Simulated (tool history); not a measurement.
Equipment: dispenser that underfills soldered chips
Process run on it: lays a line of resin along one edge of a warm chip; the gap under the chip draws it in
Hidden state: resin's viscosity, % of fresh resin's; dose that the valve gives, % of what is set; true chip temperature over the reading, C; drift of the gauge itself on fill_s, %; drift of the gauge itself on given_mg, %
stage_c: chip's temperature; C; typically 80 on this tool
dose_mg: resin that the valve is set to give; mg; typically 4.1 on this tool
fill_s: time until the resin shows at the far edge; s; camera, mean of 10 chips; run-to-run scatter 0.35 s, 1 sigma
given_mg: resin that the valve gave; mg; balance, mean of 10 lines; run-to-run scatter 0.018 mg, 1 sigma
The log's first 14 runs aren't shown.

| run | day | stage_c | dose_mg | hours of work since the syringe was changed | hours of work since the valve was cleaned | hours of work since the stage was calibrated | fill_s | given_mg |
|---|---|---|---|---|---|---|---|---|
| 15 | 3.471 | 80 | 4.1 | 11 | 36 | 80 | 35.9 | 3.98 |
|  | 3.504 | new syringe of resin |
| 16 | 3.775 | 80 | 4.1 | 4 | 41 | 84 | 24.3 | 4.01 |
| 17 | 3.921 | 80 | 4.1 | 7 | 43 | 86 | 27.6 | 3.97 |
| 18 | 4.062 | 80 | 4.1 | 9 | 45 | 89 | 32.5 | 3.92 |
|  | 4.212 | new syringe of resin |
| 19 | 4.321 | 80 | 4.1 | 2 | 49 | 92 | 21.3 | 3.97 |
| 20 | 4.617 | 88 | 5.21 | 6 | 54 | 97 | 18.5 | 4.99 |
| 21 | 4.771 | 79 | 3.84 | 9 | 56 | 100 | 35.4 | 3.7 |
|  | 4.921 | new syringe of resin |
| 22 | 5.071 | 86 | 3.59 | 2 | 61 | 104 | 17.2 | 3.43 |
|  | 5.279 | dispensing valve cleaned and set on the balance |
| 23 | 5.308 | 86 | 3.59 | 5 | 0 | 107 | 20.5 | 3.59 |
| 24 | 5.438 | 88 | 3.68 | 7 | 2 | 109 | 21.2 | 3.63 |
| 25 | 5.6 | 88 | 3.68 | 10 | 5 | 112 | 24.8 | 3.65 |
|  | 5.662 | new syringe of resin |
| 26 | 5.746 | 88 | 3.68 | 1 | 7 | 114 | 13.9 | 3.63 |
| 27 | 5.996 | 88 | 3.68 | 5 | 11 | 118 | 17.7 | 3.66 |
| 28 | 6.208 | 88 | 3.68 | 9 | 14 | 121 | 22 | 3.66 |
|  | 6.371 | new syringe of resin |
| 29 | 6.483 | 88 | 3.68 | 2 | 18 | 125 | 14.1 | 3.63 |
| 30 | 6.742 | 86 | 4.1 | 6 | 22 | 129 | 19.1 | 4 |
| 31 | 7.054 | 89 | 3.68 | 11 | 27 | 134 | 23.9 | 3.61 |
|  | 7.079 | new syringe of resin |
| 32 | 7.267 | 89 | 3.68 | 3 | 30 | 137 | 14.9 | 3.58 |
| 33 | 7.521 | 89 | 3.68 | 7 | 34 | 141 | 19.2 | 3.63 |
|  | 7.783 | new syringe of resin |
| 34 | 7.796 | 71 | 3.76 | 0 | 39 | 145 | 29.4 | 3.67 |
| 35 | 8.108 | 71 | 3.76 | 5 | 43 | 150 | 40.4 | 3.63 |
| 36 | 8.258 | 71 | 3.76 | 7 | 46 | 152 | 47.1 | 3.65 |
|  | 8.496 | new syringe of resin |
| 37 | 8.575 | 71 | 3.76 | 1 | 51 | 157 | 31.3 | 3.65 |

What if the next run were any one of these 3? Each begins from the tool's condition after run 37:
| A | 8.808 | 80 | 3.79 | 5 | 54 | 161 | ? | ? |
| B | 8.808 | 70 | 3.76 | 5 | 54 | 161 | ? | ? |
| C | 8.808 | 70 | 4.24 | 5 | 54 | 161 | ? | ? |

| run | fill_s | given_mg |
|---|---|---|
| A | 25.6 | 3.61 |
| B | 41.8 | 3.6 |
| C | 40 | 4.06 |
With no hidden state in the tool, these same runs would have given:
| run | fill_s | given_mg |
|---|---|---|
| A | 19.3 | 3.76 |
| B | 31.6 | 3.75 |
| C | 30.4 | 4.23 |
